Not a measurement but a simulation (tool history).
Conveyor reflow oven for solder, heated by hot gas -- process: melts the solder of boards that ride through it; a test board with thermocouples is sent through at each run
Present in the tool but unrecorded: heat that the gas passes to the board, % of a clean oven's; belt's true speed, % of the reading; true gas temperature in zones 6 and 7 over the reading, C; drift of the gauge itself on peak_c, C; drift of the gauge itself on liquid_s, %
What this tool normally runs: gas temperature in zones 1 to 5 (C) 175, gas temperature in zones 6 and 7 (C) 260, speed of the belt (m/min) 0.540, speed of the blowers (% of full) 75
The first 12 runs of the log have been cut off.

run   hour  gas temperature in zones 1 to 5 (C)  gas temperature in zones 6 and 7 (C)  speed of the belt (m/min)  speed of the blowers (% of full)  hours of work since the flux was cleaned out  hours of work since the belt drive was overhauled  hours of work since the thermocouples were changed  highest temperature of the board (C)  time above the solder's melting point (s)
 13  297.1                                  175                                   260                      0.610                                57                                           384                                                649                                                 589                                 237.0                                       41.8
 14  318.4                                  179                                   260                      0.540                                75                                           401                                                666                                                 605                                 245.5                                       63.6
     340.1  -- thermocouples of zones 6 and 7 changed
 15  355.3                                  179                                   260                      0.540                                75                                           429                                                694                                                  12                                 246.2                                       65.0
 16  388.2                                  179                                   260                      0.540                                75                                           455                                                720                                                  38                                 246.6                                       64.7
     406.4  -- flux residue cleaned out of gas plates and filters
 17  419.3                                  169                                   275                      0.540                                75                                            10                                                740                                                  59                                 261.0                                       73.0
 18  446.1                                  171                                   253                      0.550                                61                                            31                                                761                                                  80                                 237.6                                       49.9
 19  466.7                                  175                                   253                      0.462                                77                                            48                                                778                                                  96                                 245.3                                       76.7
 20  500.0                                  175                                   260                      0.540                                77                                            74                                                804                                                 122                                 248.2                                       65.8
 21  522.8                                  175                                   260                      0.540                                77                                            92                                                822                                                 140                                 248.5                                       65.5
 22  551.8                                  175                                   260                      0.540                                77                                           115                                                845                                                 163                                 248.1                                       65.3
 23  568.5                                  180                                   260                      0.540                                52                                           128                                                858                                                 176                                 242.9                                       60.3
 24  596.7                                  175                                   260                      0.501                                65                                           150                                                880                                                 199                                 247.4                                       69.8
 25  619.0                                  175                                   260                      0.549                                73                                           168                                                898                                                 216                                 246.4                                       62.2
 26  644.0                                  187                                   266                      0.580                                87                                           188                                                918                                                 236                                 254.3                                       71.1
 27  676.8                                  171                                   266                      0.531                                66                                           213                                                944                                                 262                                 250.1                                       65.8
 28  706.6                                  175                                   262                      0.472                                75                                           237                                                967                                                 285                                 252.0                                       80.0
 29  738.8                                  163                                   260                      0.540                                68                                           262                                                993                                                 311                                 243.3                                       54.4
 30  757.1                                  163                                   260                      0.540                                68                                           277                                               1007                                                 325                                 242.9                                       54.2
 31  771.5                                  189                                   259                      0.581                                54                                           288                                               1018                                                 337                                 241.5                                       58.0
 32  788.1                                  163                                   259                      0.581                                54                                           301                                               1031                                                 350                                 235.0                                       38.3

Each row is a separate what-if for the run after 32, all from the same tool condition, not one after another. Results?
  A  805.7                                  178                                   261                      0.461                                75                                           315                                               1045                                                 364                                     ?                                          ?
  B  805.7                                  179                                   271                      0.581                                54                                           315                                               1045                                                 364                                     ?                                          ?
  C  805.7                                  176                                   249                      0.540                                51                                           315                                               1045                                                 364                                     ?                                          ?

run  highest temperature of the board (C)  time above the solder's melting point (s)
  A                                 251.1                                       82.6
  B                                 249.0                                       59.8
  C                                 231.2                                       41.1
What these runs would have given with no unlogged condition in the tool:
run  highest temperature of the board (C)  time above the solder's melting point (s)
  A                                 253.3                                       83.9
  B                                 251.3                                       61.4
  C                                 233.1                                       44.5
